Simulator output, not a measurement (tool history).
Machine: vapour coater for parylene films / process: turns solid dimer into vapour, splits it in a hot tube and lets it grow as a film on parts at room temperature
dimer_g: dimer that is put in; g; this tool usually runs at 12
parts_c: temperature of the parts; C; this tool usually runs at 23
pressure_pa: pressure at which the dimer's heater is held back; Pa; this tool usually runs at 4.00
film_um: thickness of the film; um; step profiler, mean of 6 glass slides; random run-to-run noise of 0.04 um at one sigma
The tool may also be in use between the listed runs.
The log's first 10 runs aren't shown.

| run | day | dimer_g | parts_c | pressure_pa | film_um |
|---|---|---|---|---|---|
| 11 | 12.846 | 12 | 23 | 4.00 | 5.11 |
| 12 | 13.875 | 12 | 35 | 4.00 | 3.16 |
| 13 | 15.029 | 12 | 23 | 4.00 | 5.11 |
| 14 | 15.883 | 12 | 23 | 4.00 | 5.10 |
| 15 | 17.375 | 12 | 23 | 3.89 | 5.21 |
| 16 | 18.621 | 12 | 23 | 3.89 | 5.12 |
| 17 | 19.596 | 12 | 23 | 3.89 | 5.09 |
| 18 | 20.771 | 12 | 30 | 4.00 | 3.81 |
| 19 | 22.592 | 12 | 30 | 4.00 | 3.87 |
| 20 | 23.646 | 12 | 23 | 4.00 | 5.12 |
| 21 | 25.371 | 12 | 23 | 4.00 | 5.09 |
| 22 | 26.750 | 12 | 23 | 4.00 | 5.12 |
| 23 | 27.792 | 12 | 23 | 4.00 | 5.13 |
| 24 | 28.812 | 12 | 23 | 4.00 | 5.06 |

The next listed run, before its measurement:
| 25 | 30.104 | 12 | 23 | 4.00 | ? |

{"run 25": {"film_um": 5.04}}
With no hidden state in the tool, this same run would have given film_um 5.05 um.
